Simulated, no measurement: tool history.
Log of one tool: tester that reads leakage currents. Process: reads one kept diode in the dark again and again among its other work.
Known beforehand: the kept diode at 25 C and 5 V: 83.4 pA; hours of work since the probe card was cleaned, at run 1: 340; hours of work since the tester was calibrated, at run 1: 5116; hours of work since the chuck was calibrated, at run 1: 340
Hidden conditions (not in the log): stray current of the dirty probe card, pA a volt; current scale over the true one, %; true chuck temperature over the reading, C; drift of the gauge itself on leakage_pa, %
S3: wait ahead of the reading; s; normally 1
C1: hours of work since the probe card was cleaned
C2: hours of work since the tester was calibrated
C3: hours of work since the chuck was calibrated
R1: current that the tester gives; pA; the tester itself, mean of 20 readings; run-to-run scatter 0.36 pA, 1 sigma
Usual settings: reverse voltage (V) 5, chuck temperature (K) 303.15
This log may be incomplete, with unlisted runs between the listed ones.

Run 1, hour 0: usual settings; C1 340; C2 5116; C3 340. Result: R1 120.32 pA.
Run 2, hour 215.9: usual settings; C1 508; C2 5284; C3 508. Result: R1 121.06 pA.
Run 3, hour 353.1: usual settings; C1 615; C2 5391; C3 615. Result: R1 120.59 pA.
Run 4, hour 552.3: usual settings; C1 770; C2 5546; C3 770. Result: R1 120.08 pA.
Run 5, hour 661.2: usual settings; C1 855; C2 5631; C3 855. Result: R1 120.22 pA.
Run 6, hour 830.8: usual settings; C1 987; C2 5763; C3 987. Result: R1 120.85 pA.
At hour 965: tester calibrated.
Run 7, hour 1008.9: usual settings; C1 1124; C2 34; C3 1124. Result: R1 120.39 pA.
Run 8, hour 1190.6: usual settings but reverse voltage (V) 1.8; C1 1265; C2 176; C3 1265. Result: R1 83.43 pA.
Run 9, hour 1340.6: usual settings but reverse voltage (V) 1.8; C1 1382; C2 292; C3 1382. Result: R1 83.18 pA.
At hour 1367.3: probe card cleaned and baked.
At hour 1400: chuck's temperature calibrated.
Run 10, hour 1529.4: usual settings but reverse voltage (V) 1.8; C1 125; C2 436; C3 101. Result: R1 83.07 pA.
Run 11, hour 1682: usual settings but reverse voltage (V) 1.8; C1 243; C2 554; C3 220. Result: R1 82.87 pA.
Run 12, hour 1782.6: usual settings but S3 3.66 s; C1 322; C2 633; C3 298. Result: R1 120.38 pA.
Run 13, hour 1926.2: usual settings; C1 434; C2 745; C3 410. Result: R1 119.88 pA.
Run 14, hour 2116.2: usual settings but chuck temperature (K) 304.15; C1 582; C2 893; C3 558. Result: R1 129 pA.
Run 15, hour 2217: usual settings but chuck temperature (K) 304.15; C1 660; C2 971; C3 636. Result: R1 129.32 pA.
Run 16, hour 2324.5: usual settings but chuck temperature (K) 304.15; C1 744; C2 1055; C3 720. Result: R1 129.93 pA.
Run 17, hour 2433.6: usual settings but chuck temperature (K) 327.15; C1 829; C2 1140; C3 805. Result: R1 584.78 pA.
Run 18, hour 2595.5: usual settings; C1 955; C2 1266; C3 931. Result: R1 120.62 pA.
Run 19, hour 2803.6: usual settings but reverse voltage (V) 1.16, chuck temperature (K) 295.15, S3 3.26 s; C1 1117; C2 1428; C3 1093. Result: R1 39.4 pA.
Run 20, hour 3014.1: usual settings but reverse voltage (V) 1.16, chuck temperature (K) 305.15, S3 3.26 s; C1 1281; C2 1592; C3 1257. Result: R1 81.93 pA.
At hour 3182.2: probe card cleaned and baked.
At hour 3228.9: chuck's temperature calibrated.
Run 21, hour 3232.6: usual settings but chuck temperature (K) 313.15, S3 3.32 s; C1 38; C2 1758; C3 3. Result: R1 240.15 pA.
Run 22, hour 3384.7: usual settings but reverse voltage (V) 3.84, chuck temperature (K) 308.15, S3 4.3 s; C1 156; C2 1876; C3 121. Result: R1 155.74 pA.
Run 23, hour 3528.7: usual settings but reverse voltage (V) 3.84, chuck temperature (K) 308.15, S3 4.3 s; C1 268; C2 1989; C3 233. Result: R1 154.47 pA.
Run 24, hour 3647.3: usual settings but reverse voltage (V) 3.84, chuck temperature (K) 308.15, S3 4.3 s; C1 361; C2 2081; C3 326. Result: R1 155.2 pA.

What does the tool deliver on the next run?
Run 25, hour 3856.4: usual settings but reverse voltage (V) 3.84, chuck temperature (K) 308.15, S3 0.57 s; C1 523; C2 2244; C3 489. Result: R1 ?.

Logged for run 25: R1 155.56 pA.
Without the tool's hidden state the same run would have given R1 155.53 pA.

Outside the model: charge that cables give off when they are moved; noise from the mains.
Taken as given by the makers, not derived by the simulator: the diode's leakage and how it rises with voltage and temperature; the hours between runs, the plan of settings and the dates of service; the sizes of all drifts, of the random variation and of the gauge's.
